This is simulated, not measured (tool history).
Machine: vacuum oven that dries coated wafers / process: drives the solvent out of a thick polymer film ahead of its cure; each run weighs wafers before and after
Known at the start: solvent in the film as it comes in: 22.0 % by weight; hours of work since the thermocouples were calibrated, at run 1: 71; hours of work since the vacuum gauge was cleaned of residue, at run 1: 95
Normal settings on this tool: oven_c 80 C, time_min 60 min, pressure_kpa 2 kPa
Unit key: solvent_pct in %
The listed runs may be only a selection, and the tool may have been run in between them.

| run | hour | oven_c | time_min | pressure_kpa | hours of work since the thermocouples were calibrated | hours of work since the vacuum gauge was cleaned of residue | solvent_pct |
|---|---|---|---|---|---|---|---|
| 1 | 0 | 80 | 60 | 2 | 71 | 95 | 3.12 |
| 2 | 8.1 | 80 | 60 | 2 | 75 | 99 | 3.1 |
| 3 | 20.1 | 80 | 60 | 4 | 81 | 105 | 4.95 |
| 4 | 38.3 | 80 | 60 | 4 | 90 | 114 | 4.93 |
| 5 | 54.8 | 80 | 60 | 4 | 98 | 122 | 4.91 |
| 6 | 72.6 | 80 | 60 | 4 | 107 | 131 | 4.95 |
| 7 | 87.4 | 80 | 60 | 4 | 114 | 138 | 4.95 |
| 8 | 95.4 | 80 | 60 | 4 | 118 | 142 | 4.94 |
| 9 | 112.9 | 80 | 60 | 4 | 127 | 151 | 4.93 |
| 10 | 123.6 | 80 | 60 | 4 | 132 | 156 | 4.97 |
| 11 | 138 | 80 | 60 | 2 | 139 | 163 | 3.1 |
| 12 | 154.5 | 80 | 60 | 2 | 147 | 172 | 3.13 |
| 13 | 165.6 | 80 | 60 | 2 | 153 | 177 | 3.14 |
| 14 | 178.7 | 80 | 60 | 2 | 159 | 183 | 3.1 |
| 15 | 196 | 79 | 60 | 2 | 168 | 192 | 3.34 |
| 16 | 213.3 | 79 | 60 | 2 | 176 | 201 | 3.35 |
| 17 | 224.4 | 73 | 60 | 2 | 182 | 206 | 5.05 |
| 18 | 232.4 | 73 | 60 | 2 | 186 | 210 | 5.06 |
| 19 | 246.1 | 80 | 40 | 2 | 193 | 217 | 4.76 |
| 20 | 258.7 | 80 | 37 | 2 | 199 | 223 | 5.13 |
| 21 | 267.3 | 80 | 60 | 2 | 203 | 227 | 3.12 |
| 22 | 284.6 | 94 | 60 | 2 | 212 | 236 | 1.26 |
| 23 | 301.4 | 89 | 60 | 2 | 220 | 244 | 1.68 |
| 24 | 312.4 | 80 | 34 | 7.56 | 225 | 250 | 9.98 |
| 25 | 328.7 | 79 | 60 | 2.17 | 233 | 258 | 3.5 |
| 26 | 339.5 | 79 | 60 | 2.17 | 239 | 263 | 3.51 |
| 27 | 347.6 | 79 | 60 | 2.17 | 243 | 267 | 3.51 |
| 28 | 364.3 | 79 | 60 | 2.17 | 251 | 275 | 3.54 |
| 29 | 378.7 | 70 | 104 | 5.55 | 258 | 283 | 8.87 |
| 30 | 389.7 | 92 | 78 | 3.5 | 264 | 288 | 2.19 |
| 31 | 406.7 | 92 | 78 | 3.5 | 272 | 296 | 2.19 |
| 32 | 415.2 | 92 | 78 | 3.5 | 276 | 301 | 2.19 |
| 33 | 425.5 | 92 | 78 | 3.5 | 281 | 306 | 2.19 |
| 34 | 438.7 | 92 | 78 | 3.5 | 288 | 312 | 2.21 |
| 35 | 448.6 | 92 | 78 | 3.5 | 293 | 317 | 2.19 |
| 36 | 463.2 | 92 | 78 | 3.5 | 300 | 324 | 2.15 |
| 37 | 481.6 | 92 | 38 | 1.09 | 309 | 333 | 1.53 |
| 38 | 494.8 | 71 | 31 | 3.16 | 316 | 340 | 10.39 |
| 39 | 509.9 | 71 | 31 | 3.16 | 323 | 348 | 10.42 |
| 40 | 517.5 | 80 | 57 | 5.44 | 327 | 351 | 6.39 |
| 41 | 533.9 | 83 | 55 | 1.72 | 335 | 359 | 2.5 |
| 42 | 548.1 | 66 | 88 | 3.11 | 342 | 366 | 7.45 |
| 43 | 557.4 | 66 | 88 | 3.11 | 347 | 371 | 7.46 |
| 44 | 571.2 | 80 | 61 | 3.93 | 354 | 378 | 4.82 |
| 45 | 588 | 66 | 60 | 1.45 | 362 | 386 | 6.89 |

Measured result minus the same run's result without the hidden state. Both carry the same run-to-run variation, though not necessarily the same gauge scatter:
The tool's hidden condition here consists of: true wafer temperature over the reading, C; true pressure over the reading, kPa; drift of the gauge itself on solvent_pct, %.
| run | solvent_pct |
|---|---|
| 1 | +0.03 |
| 2 | +0.02 |
| 3 | +0.04 |
| 4 | +0.03 |
| 5 | +0.03 |
| 6 | +0.03 |
| 7 | +0.03 |
| 8 | +0.03 |
| 9 | +0.03 |
| 10 | +0.03 |
| 11 | +0.04 |
| 12 | +0.03 |
| 13 | +0.03 |
| 14 | +0.03 |
| 15 | +0.03 |
| 16 | +0.04 |
| 17 | +0.03 |
| 18 | +0.04 |
| 19 | +0.03 |
| 20 | +0.02 |
| 21 | +0.03 |
| 22 | +0.02 |
| 23 | +0.03 |
| 24 | +0.01 |
| 25 | +0.03 |
| 26 | +0.03 |
| 27 | +0.03 |
| 28 | +0.03 |
| 29 | +0.04 |
| 30 | +0.03 |
| 31 | +0.03 |
| 32 | +0.03 |
| 33 | +0.03 |
| 34 | +0.04 |
| 35 | +0.03 |
| 36 | +0.03 |
| 37 | +0.03 |
| 38 | +0 |
| 39 | +0 |
| 40 | +0.01 |
| 41 | +0.03 |
| 42 | +0.05 |
| 43 | +0.05 |
| 44 | +0.02 |
| 45 | +0.04 |
